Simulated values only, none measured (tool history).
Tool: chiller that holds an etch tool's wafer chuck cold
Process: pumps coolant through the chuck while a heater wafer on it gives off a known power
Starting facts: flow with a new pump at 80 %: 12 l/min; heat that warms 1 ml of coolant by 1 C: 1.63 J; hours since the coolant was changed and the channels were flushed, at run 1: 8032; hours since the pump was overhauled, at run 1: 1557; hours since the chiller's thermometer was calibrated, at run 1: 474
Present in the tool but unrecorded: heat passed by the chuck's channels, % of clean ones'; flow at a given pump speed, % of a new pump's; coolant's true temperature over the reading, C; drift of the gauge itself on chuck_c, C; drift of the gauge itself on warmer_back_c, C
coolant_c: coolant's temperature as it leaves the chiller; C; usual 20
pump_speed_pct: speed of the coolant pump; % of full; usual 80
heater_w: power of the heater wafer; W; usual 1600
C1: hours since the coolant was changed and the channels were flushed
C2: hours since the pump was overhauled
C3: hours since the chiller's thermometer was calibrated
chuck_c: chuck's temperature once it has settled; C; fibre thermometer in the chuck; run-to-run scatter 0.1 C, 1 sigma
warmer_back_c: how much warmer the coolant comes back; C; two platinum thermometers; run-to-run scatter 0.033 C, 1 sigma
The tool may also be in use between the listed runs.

{"run": 1, "hour": 0.0, "coolant_c": 20, "pump_speed_pct": 80, "heater_w": 1600, "C1": 8032, "C2": 1557, "C3": 474, "chuck_c": 30.5, "warmer_back_c": 4.92}
{"run": 2, "hour": 35.8, "coolant_c": 20, "pump_speed_pct": 80, "heater_w": 1600, "C1": 8068, "C2": 1593, "C3": 510, "chuck_c": 30.3, "warmer_back_c": 4.9}
{"run": 3, "hour": 76.4, "coolant_c": 20, "pump_speed_pct": 80, "heater_w": 1600, "C1": 8108, "C2": 1633, "C3": 551, "chuck_c": 30.4, "warmer_back_c": 4.91}
{"run": 4, "hour": 103.2, "coolant_c": 14, "pump_speed_pct": 80, "heater_w": 1600, "C1": 8135, "C2": 1660, "C3": 578, "chuck_c": 24.5, "warmer_back_c": 4.93}
{"run": 5, "hour": 134.5, "coolant_c": 14, "pump_speed_pct": 80, "heater_w": 1600, "C1": 8166, "C2": 1691, "C3": 609, "chuck_c": 24.5, "warmer_back_c": 4.89}
{"run": 6, "hour": 173.8, "coolant_c": 14, "pump_speed_pct": 80, "heater_w": 1600, "C1": 8206, "C2": 1731, "C3": 648, "chuck_c": 24.5, "warmer_back_c": 4.9}
{"run": 7, "hour": 195.8, "coolant_c": 14, "pump_speed_pct": 80, "heater_w": 1644, "C1": 8228, "C2": 1753, "C3": 670, "chuck_c": 25, "warmer_back_c": 5.06}
{"run": 8, "hour": 235.9, "coolant_c": 14, "pump_speed_pct": 80, "heater_w": 1644, "C1": 8268, "C2": 1793, "C3": 710, "chuck_c": 25.1, "warmer_back_c": 5.04}
{"run": 9, "hour": 268.8, "coolant_c": 20, "pump_speed_pct": 80, "heater_w": 1600, "C1": 8301, "C2": 1826, "C3": 743, "chuck_c": 30.7, "warmer_back_c": 4.92}
{"run": 10, "hour": 307.1, "coolant_c": 20, "pump_speed_pct": 80, "heater_w": 1600, "C1": 8339, "C2": 1864, "C3": 782, "chuck_c": 30.7, "warmer_back_c": 4.94}
{"run": 11, "hour": 335.1, "coolant_c": 20, "pump_speed_pct": 80, "heater_w": 1600, "C1": 8367, "C2": 1892, "C3": 810, "chuck_c": 30.5, "warmer_back_c": 4.89}
{"run": 12, "hour": 374.5, "coolant_c": 20, "pump_speed_pct": 80, "heater_w": 1600, "C1": 8406, "C2": 1931, "C3": 849, "chuck_c": 30.7, "warmer_back_c": 4.89}
{"run": 13, "hour": 404.6, "coolant_c": 20, "pump_speed_pct": 80, "heater_w": 1600, "C1": 8436, "C2": 1961, "C3": 879, "chuck_c": 30.6, "warmer_back_c": 4.93}
{"run": 14, "hour": 440.4, "coolant_c": 20, "pump_speed_pct": 80, "heater_w": 945, "C1": 8472, "C2": 1997, "C3": 915, "chuck_c": 26.3, "warmer_back_c": 2.98}
{"run": 15, "hour": 460.3, "coolant_c": 20, "pump_speed_pct": 80, "heater_w": 945, "C1": 8492, "C2": 2017, "C3": 935, "chuck_c": 26.1, "warmer_back_c": 2.93}
{"run": 16, "hour": 481.0, "coolant_c": 20, "pump_speed_pct": 80, "heater_w": 945, "C1": 8513, "C2": 2038, "C3": 955, "chuck_c": 26.3, "warmer_back_c": 2.96}
{"run": 17, "hour": 503.6, "coolant_c": 20, "pump_speed_pct": 80, "heater_w": 945, "C1": 8535, "C2": 2060, "C3": 978, "chuck_c": 26.4, "warmer_back_c": 2.91}
{"run": 18, "hour": 541.2, "coolant_c": 12, "pump_speed_pct": 66, "heater_w": 1746, "C1": 8573, "C2": 2098, "C3": 1016, "chuck_c": 26, "warmer_back_c": 6.64}
{"run": 19, "hour": 568.7, "coolant_c": 11, "pump_speed_pct": 69, "heater_w": 1222, "C1": 8600, "C2": 2125, "C3": 1043, "chuck_c": 20.3, "warmer_back_c": 4.46}
{"run": 20, "hour": 591.5, "coolant_c": 20, "pump_speed_pct": 97, "heater_w": 2110, "C1": 8623, "C2": 2148, "C3": 1066, "chuck_c": 31.8, "warmer_back_c": 5.16}
{"run": 21, "hour": 625.6, "coolant_c": 20, "pump_speed_pct": 97, "heater_w": 1600, "C1": 8657, "C2": 2182, "C3": 1100, "chuck_c": 28.7, "warmer_back_c": 3.91}
{"run": 22, "hour": 654.0, "coolant_c": 20, "pump_speed_pct": 97, "heater_w": 1600, "C1": 8686, "C2": 2211, "C3": 1129, "chuck_c": 28.7, "warmer_back_c": 4.01}
{"run": 23, "hour": 674.5, "coolant_c": 20, "pump_speed_pct": 80, "heater_w": 1043, "C1": 8706, "C2": 2231, "C3": 1149, "chuck_c": 27, "warmer_back_c": 3.22}
{"run": 24, "hour": 707.5, "coolant_c": 20, "pump_speed_pct": 63, "heater_w": 1174, "C1": 8739, "C2": 2264, "C3": 1182, "chuck_c": 29.6, "warmer_back_c": 4.74}
{"run": 25, "hour": 735.4, "coolant_c": 22, "pump_speed_pct": 78, "heater_w": 1007, "C1": 8767, "C2": 2292, "C3": 1210, "chuck_c": 28.8, "warmer_back_c": 3.2}
{"run": 26, "hour": 752.2, "coolant_c": 22, "pump_speed_pct": 78, "heater_w": 1007, "C1": 8784, "C2": 2309, "C3": 1227, "chuck_c": 28.9, "warmer_back_c": 3.21}
{"run": 27, "hour": 770.4, "coolant_c": 22, "pump_speed_pct": 78, "heater_w": 1007, "C1": 8802, "C2": 2327, "C3": 1245, "chuck_c": 28.8, "warmer_back_c": 3.15}
{"run": 28, "hour": 795.4, "coolant_c": 26, "pump_speed_pct": 80, "heater_w": 1600, "C1": 8827, "C2": 2352, "C3": 1270, "chuck_c": 36.5, "warmer_back_c": 4.93}
{"run": 29, "hour": 836.4, "coolant_c": 26, "pump_speed_pct": 80, "heater_w": 1600, "C1": 8868, "C2": 2393, "C3": 1311, "chuck_c": 36.5, "warmer_back_c": 4.9}
{"run": 30, "hour": 867.8, "coolant_c": 21, "pump_speed_pct": 74, "heater_w": 1735, "C1": 8900, "C2": 2425, "C3": 1342, "chuck_c": 33.3, "warmer_back_c": 5.89}
{"run": 31, "hour": 907.2, "coolant_c": 13, "pump_speed_pct": 96, "heater_w": 1735, "C1": 8939, "C2": 2464, "C3": 1382, "chuck_c": 22.6, "warmer_back_c": 4.35}

What if the next run were any one of these 3? Each begins from the tool's condition after run 31:
{"run": "A", "hour": 928.6, "coolant_c": 13, "pump_speed_pct": 96, "heater_w": 1200, "C1": 8960, "C2": 2485, "C3": 1403, "chuck_c": "?", "warmer_back_c": "?"}
{"run": "B", "hour": 928.6, "coolant_c": 13, "pump_speed_pct": 96, "heater_w": 1415, "C1": 8960, "C2": 2485, "C3": 1403, "chuck_c": "?", "warmer_back_c": "?"}
{"run": "C", "hour": 928.6, "coolant_c": 20, "pump_speed_pct": 80, "heater_w": 993, "C1": 8960, "C2": 2485, "C3": 1403, "chuck_c": "?", "warmer_back_c": "?"}

run=A chuck_c=19.6 warmer_back_c=3.02
run=B chuck_c=20.8 warmer_back_c=3.6
run=C chuck_c=26.7 warmer_back_c=3.08
The same runs, with their run-to-run variation unchanged, on a tool lacking any hidden condition would have given:
run=A chuck_c=19.6 warmer_back_c=3.02
run=B chuck_c=20.8 warmer_back_c=3.6
run=C chuck_c=26.7 warmer_back_c=3.08
